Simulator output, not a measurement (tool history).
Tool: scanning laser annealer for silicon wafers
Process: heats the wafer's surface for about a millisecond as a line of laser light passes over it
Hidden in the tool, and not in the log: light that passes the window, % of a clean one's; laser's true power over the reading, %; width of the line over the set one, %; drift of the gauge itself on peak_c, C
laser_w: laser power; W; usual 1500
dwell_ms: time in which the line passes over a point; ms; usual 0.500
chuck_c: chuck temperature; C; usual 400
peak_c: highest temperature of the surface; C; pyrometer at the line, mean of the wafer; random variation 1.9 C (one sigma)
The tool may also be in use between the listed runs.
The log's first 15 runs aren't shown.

run,day,laser_w,dwell_ms,chuck_c,hours of work since the window was cleaned,hours of work since the power meter was calibrated,hours of work since the optics were aligned,peak_c
16,29.796,1500,0.500,400,109,947,1023,1207
17,32.438,1500,0.500,400,159,997,1074,1198
18,34.504,1500,0.500,400,198,1037,1113,1196
19,36.767,1500,0.500,400,242,1080,1157,1188
20,38.150,1496,0.500,400,268,1106,1183,1184
21,39.438,1496,0.500,400,293,1131,1208,1181
# day 41.775: window over the wafer cleaned
22,42.017,1500,0.456,400,5,1179,1255,1179
23,43.792,1505,0.444,398,39,1213,1289,1163
24,45.771,1564,0.539,400,76,1250,1327,1279
# day 48.162: optics aligned, line set to its width
25,48.162,1564,0.539,400,118,1292,0,1282
26,50.221,1483,0.585,374,157,1331,39,1249
27,52.788,1483,0.585,374,206,1380,88,1241
28,55.392,1500,0.449,400,256,1430,138,1146
29,58.150,1500,0.449,431,309,1483,191,1171
# day 59.562: window over the wafer cleaned
30,60.071,1414,0.500,368,10,1518,226,1150
31,62.538,1414,0.416,413,57,1565,273,1106
32,64.867,1460,0.545,413,101,1609,317,1241
33,66.971,1462,0.376,435,141,1649,357,1098
34,68.950,1500,0.570,400,179,1687,395,1260
35,71.062,1495,0.396,432,220,1728,436,1127
36,72.338,1500,0.423,400,244,1752,460,1120
37,74.088,1500,0.423,400,277,1785,493,1114
38,76.900,1527,0.423,373,331,1839,547,1095
# day 77.254: window over the wafer cleaned
39,79.262,1645,0.517,373,38,1883,591,1279

4 ways to go on from here, each from the tool as it stands after run 39. What would each give?
A,82.158,1645,0.582,373,94,1938,646,?
B,82.158,1466,0.517,373,94,1938,646,?
C,82.158,1500,0.568,377,94,1938,646,?
D,82.158,1284,0.579,385,94,1938,646,?

run,peak_c
A,1333
B,1180
C,1246
D,1149
Without the tool's hidden state the same runs would have given:
run,peak_c
A,1357
B,1200
C,1268
D,1168
